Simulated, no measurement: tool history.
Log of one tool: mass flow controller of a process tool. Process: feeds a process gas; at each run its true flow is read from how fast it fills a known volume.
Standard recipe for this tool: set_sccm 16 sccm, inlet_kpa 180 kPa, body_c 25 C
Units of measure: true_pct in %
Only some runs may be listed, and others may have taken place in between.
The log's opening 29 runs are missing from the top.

run	hour	set_sccm	inlet_kpa	body_c	hours of work since the controller was set to zero	hours of work since the controller was changed	true_pct
30	1722.2	6	180	25	5141	5141	100.73
31	1777.8	6	180	25	5185	5185	100.84
# hour 1806.2: gauge calibrated
32	1813.3	16	262	34	5213	5213	100.12
33	1874.3	6	221	28	5261	5261	99.45
34	1922.6	3	180	25	5300	5300	99.51
35	1959.3	7	236	25	5329	5329	99.58
36	2003.7	7	236	25	5364	5364	99.61
37	2050.5	19	218	21	5401	5401	100.08
38	2093.1	16	219	23	5434	5434	100.15
39	2140.5	16	219	23	5472	5472	100.25
40	2188.3	16	241	23	5510	5510	100.34
41	2235.9	16	187	25	5547	5547	100.55
42	2273.9	3	275	32	5577	5577	100.12
43	2331.3	16	219	29	5623	5623	100.76
44	2392.9	11	227	29	5671	5671	100.65
45	2445.4	11	227	29	5713	5713	100.7
46	2511.8	9	149	30	5765	5765	101.22

Each row is a separate what-if for the run after 46, all from the same tool condition, not one after another. Results?
A	2547.2	3	147	30	5793	5793	?
B	2547.2	16	149	30	5793	5793	?
C	2547.2	3	149	23	5793	5793	?
D	2547.2	7	150	33	5793	5793	?
E	2547.2	13	149	32	5793	5793	?

run	true_pct
A	101.02
B	101.54
C	100.7
D	101.22
E	101.55
With the hidden condition removed and each run's random variation left untouched, the same runs would have given:
run	true_pct
A	99.76
B	100.3
C	99.45
D	99.98
E	100.31
